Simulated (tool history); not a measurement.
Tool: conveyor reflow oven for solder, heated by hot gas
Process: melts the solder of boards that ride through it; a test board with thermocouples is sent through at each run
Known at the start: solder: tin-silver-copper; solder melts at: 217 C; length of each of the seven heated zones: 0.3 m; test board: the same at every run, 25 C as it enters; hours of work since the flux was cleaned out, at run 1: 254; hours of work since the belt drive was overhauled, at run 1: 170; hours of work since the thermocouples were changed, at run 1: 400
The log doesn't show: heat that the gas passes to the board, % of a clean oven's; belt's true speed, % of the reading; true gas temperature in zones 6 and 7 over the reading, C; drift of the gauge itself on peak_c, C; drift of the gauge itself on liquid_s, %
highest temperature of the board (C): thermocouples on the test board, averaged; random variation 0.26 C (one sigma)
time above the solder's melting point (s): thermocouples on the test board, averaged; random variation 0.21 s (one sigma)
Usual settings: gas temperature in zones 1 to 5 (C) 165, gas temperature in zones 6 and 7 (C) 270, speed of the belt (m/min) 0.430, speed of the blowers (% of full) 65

run     day  gas temperature in zones 1 to 5 (C)  gas temperature in zones 6 and 7 (C)  speed of the belt (m/min)  speed of the blowers (% of full)  hours of work since the flux was cleaned out  hours of work since the belt drive was overhauled  hours of work since the thermocouples were changed  highest temperature of the board (C)  time above the solder's melting point (s)
  1   0.000                                  165                                   270                      0.430                                65                                           254                                                170                                                 400                                 253.4                                       60.8
  2   3.329                                  173                                   270                      0.430                                65                                           299                                                215                                                 445                                 254.3                                       64.7
  3   5.254                                  173                                   270                      0.349                                65                                           326                                                241                                                 471                                 260.0                                       85.4
  4   8.312                                  173                                   270                      0.349                                65                                           367                                                283                                                 513                                 259.8                                       85.7
      9.108  -- flux residue cleaned out of gas plates and filters
  5  12.304                                  173                                   270                      0.349                                65                                            44                                                335                                                 565                                 260.9                                       86.8
  6  13.954                                  173                                   270                      0.349                                65                                            66                                                357                                                 588                                 261.2                                       87.3
  7  16.650                                  165                                   270                      0.430                                65                                           103                                                394                                                 624                                 254.3                                       61.9
  8  20.208                                  165                                   270                      0.430                                65                                           152                                                443                                                 673                                 253.4                                       61.6
  9  22.779                                  165                                   270                      0.430                                65                                           187                                                478                                                 708                                 253.7                                       61.3
     23.550  -- thermocouples of zones 6 and 7 changed
 10  26.079                                  165                                   267                      0.430                                65                                           231                                                522                                                  35                                 251.7                                       59.7
 11  27.796                                  165                                   267                      0.430                                65                                           254                                                546                                                  58                                 251.8                                       60.0
 12  30.150                                  165                                   267                      0.430                                65                                           286                                                578                                                  90                                 251.8                                       59.6
 13  32.962                                  161                                   267                      0.430                                65                                           325                                                616                                                 129                                 250.4                                       58.0
     36.671  -- flux residue cleaned out of gas plates and filters
 14  36.671                                  161                                   267                      0.430                                65                                             0                                                664                                                 177                                 252.6                                       59.7
 15  38.517                                  161                                   267                      0.430                                65                                            25                                                689                                                 202                                 252.7                                       59.6
 16  42.238                                  159                                   270                      0.430                                65                                            76                                                740                                                 253                                 254.8                                       60.4
 17  44.029                                  159                                   270                      0.430                                65                                           101                                                765                                                 277                                 254.1                                       60.1
 18  46.025                                  177                                   270                      0.430                                55                                           128                                                792                                                 304                                 254.4                                       65.5
 19  47.929                                  162                                   282                      0.413                                66                                           154                                                818                                                 330                                 266.7                                       72.7
 20  49.750                                  166                                   276                      0.413                                66                                           179                                                843                                                 355                                 262.0                                       70.3
 21  52.838                                  177                                   270                      0.468                                65                                           221                                                885                                                 398                                 254.0                                       59.8
 22  55.362                                  158                                   270                      0.430                                65                                           255                                                920                                                 432                                 252.8                                       58.7
 23  57.938                                  158                                   270                      0.430                                65                                           291                                                955                                                 467                                 252.3                                       58.2
 24  61.625                                  158                                   270                      0.430                                65                                           341                                               1005                                                 518                                 252.0                                       58.0
     64.192  -- flux residue cleaned out of gas plates and filters
 25  64.375                                  165                                   283                      0.430                                64                                             2                                               1040                                                 552                                 266.6                                       71.0

Forecast each of these 5 alternatives for the next run:
  A  67.046                                  165                                   283                      0.504                                65                                            39                                               1076                                                 589                                     ?                                          ?
  B  67.046                                  165                                   284                      0.505                                64                                            39                                               1076                                                 589                                     ?                                          ?
  C  67.046                                  151                                   268                      0.430                                65                                            39                                               1076                                                 589                                     ?                                          ?
  D  67.046                                  154                                   273                      0.437                                64                                            39                                               1076                                                 589                                     ?                                          ?
  E  67.046                                  177                                   280                      0.429                                65                                            39                                               1076                                                 589                                     ?                                          ?

run  highest temperature of the board (C)  time above the solder's melting point (s)
  A                                 261.3                                       56.2
  B                                 261.5                                       56.4
  C                                 250.9                                       56.0
  D                                 255.1                                       58.6
  E                                 266.2                                       74.6
Without the tool's hidden state the same runs would have given:
run  highest temperature of the board (C)  time above the solder's melting point (s)
  A                                 262.6                                       56.3
  B                                 262.8                                       56.5
  C                                 252.3                                       56.4
  D                                 256.5                                       58.9
  E                                 267.5                                       74.5
